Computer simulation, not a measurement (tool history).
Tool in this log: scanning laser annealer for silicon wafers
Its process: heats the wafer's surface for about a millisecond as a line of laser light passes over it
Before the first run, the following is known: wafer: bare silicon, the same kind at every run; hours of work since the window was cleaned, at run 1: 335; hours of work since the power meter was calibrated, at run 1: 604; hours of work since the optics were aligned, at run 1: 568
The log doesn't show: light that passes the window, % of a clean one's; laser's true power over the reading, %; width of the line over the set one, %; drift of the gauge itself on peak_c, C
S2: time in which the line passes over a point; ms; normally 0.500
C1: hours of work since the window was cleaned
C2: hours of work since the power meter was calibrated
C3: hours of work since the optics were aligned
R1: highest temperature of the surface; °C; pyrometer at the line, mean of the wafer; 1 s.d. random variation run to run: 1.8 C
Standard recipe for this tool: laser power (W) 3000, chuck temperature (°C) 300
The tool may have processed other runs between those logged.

run 1 hour=0.0 | laser_power_(W)=3000 S2=0.500 chuck_temperature_(°C)=300 | C1=335 C2=604 C3=568 | R1=1014
run 2 hour=36.2 | laser_power_(W)=3000 S2=0.500 chuck_temperature_(°C)=300 | C1=352 C2=621 C3=586 | R1=1012
run 3 hour=62.3 | laser_power_(W)=3000 S2=0.500 chuck_temperature_(°C)=294 | C1=365 C2=634 C3=599 | R1=1003
run 4 hour=101.2 | laser_power_(W)=3000 S2=0.500 chuck_temperature_(°C)=294 | C1=384 C2=653 C3=618 | R1=1007
run 5 hour=156.5 | laser_power_(W)=3222 S2=0.500 chuck_temperature_(°C)=300 | C1=411 C2=681 C3=645 | R1=1082
run 6 hour=202.2 | laser_power_(W)=3222 S2=0.500 chuck_temperature_(°C)=300 | C1=434 C2=703 C3=668 | R1=1081
run 7 hour=260.6 | laser_power_(W)=3000 S2=0.500 chuck_temperature_(°C)=336 | C1=463 C2=732 C3=696 | R1=1048
run 8 hour=289.7 | laser_power_(W)=3000 S2=0.500 chuck_temperature_(°C)=290 | C1=477 C2=746 C3=711 | R1=999
run 9 hour=322.1 | laser_power_(W)=3000 S2=0.500 chuck_temperature_(°C)=290 | C1=493 C2=762 C3=726 | R1=1000
run 10 hour=377.9 | laser_power_(W)=2956 S2=0.500 chuck_temperature_(°C)=300 | C1=520 C2=789 C3=754 | R1=997
run 11 hour=420.5 | laser_power_(W)=3000 S2=0.500 chuck_temperature_(°C)=300 | C1=541 C2=810 C3=775 | R1=1008
run 12 hour=452.9 | laser_power_(W)=3000 S2=0.500 chuck_temperature_(°C)=300 | C1=557 C2=826 C3=791 | R1=1012
-- hour=476.8 window over the wafer cleaned
run 13 hour=518.3 | laser_power_(W)=3000 S2=0.500 chuck_temperature_(°C)=300 | C1=20 C2=857 C3=822 | R1=1011
-- hour=537.9 optics aligned, line set to its width
run 14 hour=577.5 | laser_power_(W)=2655 S2=0.515 chuck_temperature_(°C)=290 | C1=47 C2=884 C3=19 | R1=905
run 15 hour=604.0 | laser_power_(W)=2851 S2=0.492 chuck_temperature_(°C)=300 | C1=60 C2=897 C3=32 | R1=960
run 16 hour=648.2 | laser_power_(W)=2757 S2=0.407 chuck_temperature_(°C)=321 | C1=82 C2=919 C3=54 | R1=889
run 17 hour=697.1 | laser_power_(W)=2757 S2=0.407 chuck_temperature_(°C)=321 | C1=106 C2=943 C3=78 | R1=890
run 18 hour=736.6 | laser_power_(W)=2757 S2=0.407 chuck_temperature_(°C)=321 | C1=125 C2=962 C3=98 | R1=890
run 19 hour=763.7 | laser_power_(W)=2811 S2=0.543 chuck_temperature_(°C)=300 | C1=138 C2=975 C3=111 | R1=981
run 20 hour=827.3 | laser_power_(W)=2811 S2=0.543 chuck_temperature_(°C)=300 | C1=170 C2=1007 C3=142 | R1=982
run 21 hour=885.9 | laser_power_(W)=3217 S2=0.391 chuck_temperature_(°C)=300 | C1=198 C2=1035 C3=171 | R1=985
run 22 hour=933.7 | laser_power_(W)=3217 S2=0.391 chuck_temperature_(°C)=300 | C1=222 C2=1059 C3=194 | R1=985
run 23 hour=985.9 | laser_power_(W)=3217 S2=0.391 chuck_temperature_(°C)=300 | C1=248 C2=1084 C3=220 | R1=983
run 24 hour=1012.0 | laser_power_(W)=3000 S2=0.509 chuck_temperature_(°C)=294 | C1=260 C2=1097 C3=233 | R1=1010
run 25 hour=1044.3 | laser_power_(W)=3000 S2=0.509 chuck_temperature_(°C)=294 | C1=276 C2=1113 C3=249 | R1=1009

Entry by entry between the runs, the difference in hidden state between the last listed run before and the first listed run after:
After run 12, before run 13: window over the wafer cleaned (hour 476.8)
  light that passes the window, % of a clean one's: 99.95 -> 100; width of the line over the set one, %: 0.03 -> 0.04
After run 13, before run 14: optics aligned, line set to its width (hour 537.9)
  width of the line over the set one, %: 0.04 -> 0
